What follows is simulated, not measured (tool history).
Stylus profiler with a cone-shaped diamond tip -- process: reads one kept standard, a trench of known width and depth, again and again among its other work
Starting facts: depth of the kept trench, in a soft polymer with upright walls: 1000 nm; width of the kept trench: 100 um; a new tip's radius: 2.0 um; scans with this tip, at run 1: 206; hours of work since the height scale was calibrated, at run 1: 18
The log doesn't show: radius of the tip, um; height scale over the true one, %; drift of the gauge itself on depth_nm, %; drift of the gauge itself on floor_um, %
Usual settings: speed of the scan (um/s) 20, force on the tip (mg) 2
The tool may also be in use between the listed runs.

run    hour  speed of the scan (um/s)  force on the tip (mg)  scans with this tip  hours of work since the height scale was calibrated  depth of the trench (nm)  width of the trench's floor (um)
  1       0                        20                      2                  206                                                   18                   1005.39                             96.53
  2    42.1                        20                      2                  540                                                   47                   1005.16                              96.4
  3    69.9                        20                   3.47                  761                                                   66                   1007.59                             96.43
  4    91.9                        20                   3.47                  935                                                   82                   1007.58                             96.43
  5   138.9                        28                      2                 1308                                                  114                   1005.37                             96.26
  6   182.6                        28                      2                 1655                                                  145                   1005.53                             96.22
  7   226.8                        20                      2                 2005                                                  175                   1005.38                             96.21
  8   274.5                        20                      2                 2384                                                  208                   1005.62                             96.21
  9   309.3                        20                      2                 2660                                                  232                   1006.14                             96.13
 10   350.9                        20                   3.39                 2990                                                  261                   1008.34                             96.14
 11   394.7                        20                   3.39                 3338                                                  291                   1008.14                             96.13
 12   416.8                        20                   3.39                 3513                                                  307                   1008.53                             96.06
 13   462.1                        20                   3.39                 3873                                                  338                   1007.97                             96.08
 14   484.9                        20                   3.39                 4054                                                  354                   1007.88                             96.03
 15   528.2                        20                   1.39                 4398                                                  384                   1004.47                             95.92
 16     552                        20                   1.39                 4586                                                  400                   1004.51                             95.89
 17   576.8                         7                      2                 4784                                                  418                   1005.87                             95.99
 18   620.9                         7                      2                 5133                                                  448                   1006.14                             95.92
 19   663.8                        20                      2                 5474                                                  478                   1005.91                             95.87
 20   693.6                        12                      2                 5710                                                  498                   1006.19                              95.9
 21   729.9                        59                      2                 5998                                                  524                   1005.94                             95.58
 22   778.2                        19                      2                 6382                                                  557                   1006.24                             95.73
 23   811.1                        20                      2                 6643                                                  580                   1006.32                             95.72
 24   851.5                        25                   1.59                 6963                                                  608                   1005.48                             95.67
 25   874.4                        22                   1.25                 7145                                                  624                   1004.73                             95.65
 26   908.2                        22                   1.25                 7413                                                  647                    1004.4                             95.61
 27   944.3                         7                   2.88                 7700                                                  672                   1007.89                              95.7
 28   972.6                        38                   4.24                 7925                                                  692                   1010.14                              95.6
 29  1002.9                        63                   0.77                 8165                                                  713                   1003.75                             95.19
 30  1047.4                        63                   0.77                 8518                                                  744                   1003.63                             95.14
 31  1072.5                        20                   3.25                 8718                                                  761                   1008.39                             95.52
 32  1096.5                        20                   3.25                 8908                                                  778                   1008.94                             95.54
 33  1141.1                         5                      5                 9262                                                  809                   1011.21                             95.56
 34  1181.9                        11                   1.03                 9586                                                  837                   1004.74                             95.43
 35  1210.1                        11                   1.03                 9809                                                  856                   1004.56                             95.42
 36  1249.3                        11                   1.03                10121                                                  884                   1004.48                              95.4
 37  1278.2                        67                   1.01                10350                                                  904                   1004.57                             94.98
 38  1298.2                         6                   2.92                10509                                                  917                   1008.47                             95.44
 39    1336                         6                   2.92                10809                                                  944                   1008.72                             95.42
 40  1374.8                        76                   1.79                11117                                                  970                   1006.42                                95
 41  1413.5                        20                   0.86                11424                                                  997                   1004.56                             95.25
 42  1447.7                        72                   1.14                11695                                                 1021                   1004.79                             94.88
 43  1482.9                        20                   1.69                11975                                                 1045                   1006.55                             95.18
 44    1522                        69                   2.14                12285                                                 1072                    1006.8                                95
 45  1543.1                        69                   2.14                12452                                                 1087                    1007.2                             94.93
 46  1576.4                        69                   2.14                12716                                                 1110                   1007.59                             94.91

The same runs without the tool's hidden state, with the same run-to-run variation:
run  depth of the trench (nm)  width of the trench's floor (um)
  1                   1005.82                             96.51
  2                   1005.54                             96.43
  3                   1007.94                             96.48
  4                   1007.91                              96.5
  5                   1005.64                             96.38
  6                   1005.74                             96.38
  7                   1005.55                             96.41
  8                   1005.73                             96.46
  9                   1006.21                             96.41
 10                   1008.36                             96.45
 11                    1008.1                             96.48
 12                   1008.47                             96.43
 13                   1007.85                             96.49
 14                   1007.73                             96.47
 15                   1004.27                             96.39
 16                   1004.28                             96.38
 17                   1005.61                              96.5
 18                   1005.83                             96.47
 19                   1005.54                             96.45
 20                   1005.79                             96.51
 21                    1005.5                             96.22
 22                   1005.74                              96.4
 23                   1005.79                             96.43
 24                    1004.9                              96.4
 25                   1004.12                              96.4
 26                   1003.75                             96.39
 27                   1007.19                             96.51
 28                    1009.4                             96.43
 29                   1002.99                             96.05
 30                   1002.81                             96.03
 31                   1007.55                             96.43
 32                   1008.07                             96.48
 33                   1010.27                             96.52
 34                   1003.77                             96.43
 35                   1003.55                             96.44
 36                   1003.42                             96.45
 37                   1003.48                             96.05
 38                   1007.35                             96.53
 39                   1007.56                             96.54
 40                   1005.21                             96.14
 41                   1003.32                             96.42
 42                   1003.51                             96.07
 43                   1005.22                              96.4
 44                   1005.43                             96.25
 45                    1005.8                              96.2
 46                   1006.14                              96.2
